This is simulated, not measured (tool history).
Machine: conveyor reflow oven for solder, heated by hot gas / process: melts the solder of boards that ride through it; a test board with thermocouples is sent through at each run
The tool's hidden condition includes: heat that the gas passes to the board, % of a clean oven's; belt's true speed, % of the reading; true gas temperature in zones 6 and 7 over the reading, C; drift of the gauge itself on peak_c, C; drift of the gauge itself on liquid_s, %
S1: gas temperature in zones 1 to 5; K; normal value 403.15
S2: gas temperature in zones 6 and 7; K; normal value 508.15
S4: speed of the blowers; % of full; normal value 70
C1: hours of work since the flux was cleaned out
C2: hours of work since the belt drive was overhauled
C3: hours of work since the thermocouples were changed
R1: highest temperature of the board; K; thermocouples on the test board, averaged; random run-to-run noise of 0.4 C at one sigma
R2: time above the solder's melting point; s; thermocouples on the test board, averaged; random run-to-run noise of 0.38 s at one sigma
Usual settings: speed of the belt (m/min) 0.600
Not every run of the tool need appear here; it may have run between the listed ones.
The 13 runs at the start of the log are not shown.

Run 14, day 14.017: usual settings but S4 52 % of full; C1 292; C2 433; C3 686. Result: R1 482.85 K, R2 42.5 s.
Run 15, day 15.425: usual settings but S4 52 % of full; C1 309; C2 451; C3 703. Result: R1 482.85 K, R2 41.6 s.
Run 16, day 16.700: usual settings but S1 397.15 K, S2 505.15 K, speed of the belt (m/min) 0.638, S4 60 % of full; C1 325; C2 467; C3 720. Result: R1 479.25 K, R2 35.6 s.
Run 17, day 17.392: usual settings but S1 411.15 K, S2 507.15 K, speed of the belt (m/min) 0.710, S4 77 % of full; C1 334; C2 475; C3 728. Result: R1 486.25 K, R2 40.9 s.
Run 18, day 18.508: usual settings but S1 411.15 K, S2 507.15 K, speed of the belt (m/min) 0.710, S4 77 % of full; C1 348; C2 489; C3 742. Result: R1 486.35 K, R2 40.8 s.
Run 19, day 19.521: usual settings but S1 411.15 K, S2 507.15 K, speed of the belt (m/min) 0.710, S4 77 % of full; C1 361; C2 502; C3 755. Result: R1 486.45 K, R2 40.7 s.
Run 20, day 20.775: usual settings but S1 411.15 K, S2 507.15 K, speed of the belt (m/min) 0.710, S4 77 % of full; C1 377; C2 518; C3 771. Result: R1 485.85 K, R2 40.2 s.
Run 21, day 21.929: usual settings but S1 411.15 K, S2 507.15 K, speed of the belt (m/min) 0.710, S4 77 % of full; C1 391; C2 532; C3 785. Result: R1 485.95 K, R2 40.6 s.
Run 22, day 23.271: usual settings but S1 417.15 K, S2 499.15 K, speed of the belt (m/min) 0.710, S4 66 % of full; C1 408; C2 549; C3 802. Result: R1 477.45 K, R2 34.7 s.
Run 23, day 24.062: usual settings but S1 401.15 K, S2 499.15 K, speed of the belt (m/min) 0.692, S4 77 % of full; C1 418; C2 559; C3 812. Result: R1 477.65 K, R2 32.3 s.
Run 24, day 25.188: usual settings but S1 407.15 K, S2 503.15 K, speed of the belt (m/min) 0.500, S4 60 % of full; C1 432; C2 573; C3 826. Result: R1 489.15 K, R2 60.3 s.
Run 25, day 25.996: usual settings but S1 411.15 K, S2 497.15 K; C1 442; C2 583; C3 836. Result: R1 481.95 K, R2 44.6 s.
At day 27.162: flux residue cleaned out of gas plates and filters.
Run 26, day 27.529: usual settings but S2 496.15 K; C1 5; C2 600; C3 853. Result: R1 482.05 K, R2 45.1 s.
Run 27, day 28.275: usual settings but S2 496.15 K; C1 14; C2 610; C3 862. Result: R1 482.25 K, R2 44.5 s.
Run 28, day 29.383: usual settings but S2 496.15 K; C1 28; C2 623; C3 876. Result: R1 482.25 K, R2 44.6 s.
Run 29, day 30.758: usual settings but S2 496.15 K; C1 45; C2 641; C3 894. Result: R1 483.25 K, R2 45.3 s.
Run 30, day 31.625: usual settings but S1 410.15 K, speed of the belt (m/min) 0.583; C1 56; C2 652; C3 905. Result: R1 495.25 K, R2 57.7 s.

Alternative continuations, all from the tool just after run 30; predict every row:
Run A, day 32.467: usual settings but speed of the belt (m/min) 0.553, S4 55 % of full; C1 67; C2 662; C3 915. Result: R1 ?, R2 ?.
Run B, day 32.467: usual settings but S1 415.15 K, S2 504.15 K, speed of the belt (m/min) 0.564; C1 67; C2 662; C3 915. Result: R1 ?, R2 ?.
Run C, day 32.467: usual settings but S1 415.15 K; C1 67; C2 662; C3 915. Result: R1 ?, R2 ?.

run      R1    R2
  A  489.65  54.2
  B  493.15  60.7
  C  494.55  57.4
The same runs, with their run-to-run variation unchanged, on a tool lacking any hidden condition would have given:
run      R1    R2
  A  487.65  51.9
  B  491.15  58.7
  C  492.55  55.5
